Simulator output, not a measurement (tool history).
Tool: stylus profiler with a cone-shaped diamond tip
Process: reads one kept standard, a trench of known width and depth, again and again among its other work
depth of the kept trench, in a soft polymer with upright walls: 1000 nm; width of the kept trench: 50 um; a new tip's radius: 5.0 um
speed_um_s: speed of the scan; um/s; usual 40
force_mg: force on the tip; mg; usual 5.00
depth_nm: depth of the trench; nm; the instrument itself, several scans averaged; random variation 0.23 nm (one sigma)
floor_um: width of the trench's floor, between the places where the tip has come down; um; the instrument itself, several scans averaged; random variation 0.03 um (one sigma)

run	hour	speed_um_s	force_mg	depth_nm	floor_um
1	0.0	40	5.00	1015.90	43.17
2	23.1	40	5.00	1015.97	43.20
3	38.9	40	5.00	1015.70	43.17
4	58.1	21	5.00	1015.41	43.26
5	72.7	14	5.00	1015.62	43.33
6	103.1	14	5.00	1015.26	43.26
7	117.8	14	5.00	1015.60	43.23
8	130.8	14	5.00	1015.79	43.23
9	150.2	14	5.00	1015.93	43.23
10	164.7	14	5.00	1015.36	43.20
11	184.7	14	5.00	1015.39	43.28
12	204.3	144	5.00	1015.37	42.59
13	233.1	40	8.04	1022.17	43.09
14	261.4	40	8.04	1022.20	43.11
15	290.1	40	8.04	1022.01	43.07
16	312.1	40	8.04	1021.56	43.07
17	343.4	40	5.00	1014.91	43.02
18	358.7	40	2.21	1007.13	42.94
19	377.2	40	2.21	1007.57	42.93
20	402.7	40	2.21	1007.12	42.89
21	422.3	69	2.21	1007.73	42.70
22	437.1	69	10.97	1027.42	42.96
23	466.8	69	11.18	1027.25	42.91
24	480.9	53	11.18	1027.80	42.98
25	505.3	36	10.57	1026.48	42.98
26	522.5	133	4.34	1013.02	42.42
# hour 525.0: height scale calibrated on a step standard
27	537.8	36	11.60	1027.12	43.03
28	561.5	66	11.41	1026.84	42.92
29	587.6	12	2.62	1007.45	42.95
30	605.5	20	5.38	1014.19	42.92
31	623.4	20	5.38	1014.68	42.96
# hour 638.1: height scale calibrated on a step standard, once more
32	640.8	10	5.00	1018.25	42.98
33	669.2	10	5.00	1018.44	42.99
34	684.0	10	5.00	1018.44	43.02
35	708.1	158	7.48	1023.85	42.41
36	737.8	94	6.35	1021.11	42.60
37	768.1	94	6.35	1021.68	42.63
38	781.8	40	9.16	1027.19	42.85
39	804.3	40	9.16	1027.09	42.86
40	818.9	119	2.07	1010.09	42.13
41	844.1	72	2.53	1011.19	42.52
42	856.7	23	4.66	1016.89	42.78
43	872.9	23	4.66	1016.73	42.78
44	896.6	69	12.84	1033.88	42.72
45	925.3	60	3.11	1012.88	42.48

4 ways to go on from here, each from the tool as it stands after run 45. What would each give?
A	955.7	92	1.89	?	?
B	955.7	137	2.50	?	?
C	955.7	21	1.68	?	?
D	955.7	40	4.20	?	?

run	depth_nm	floor_um
A	1009.21	42.24
B	1010.77	42.07
C	1008.24	42.68
D	1015.66	42.71
Without the tool's hidden state the same runs would have given:
run	depth_nm	floor_um
A	1009.70	43.35
B	1011.26	43.18
C	1008.73	43.79
D	1016.15	43.82
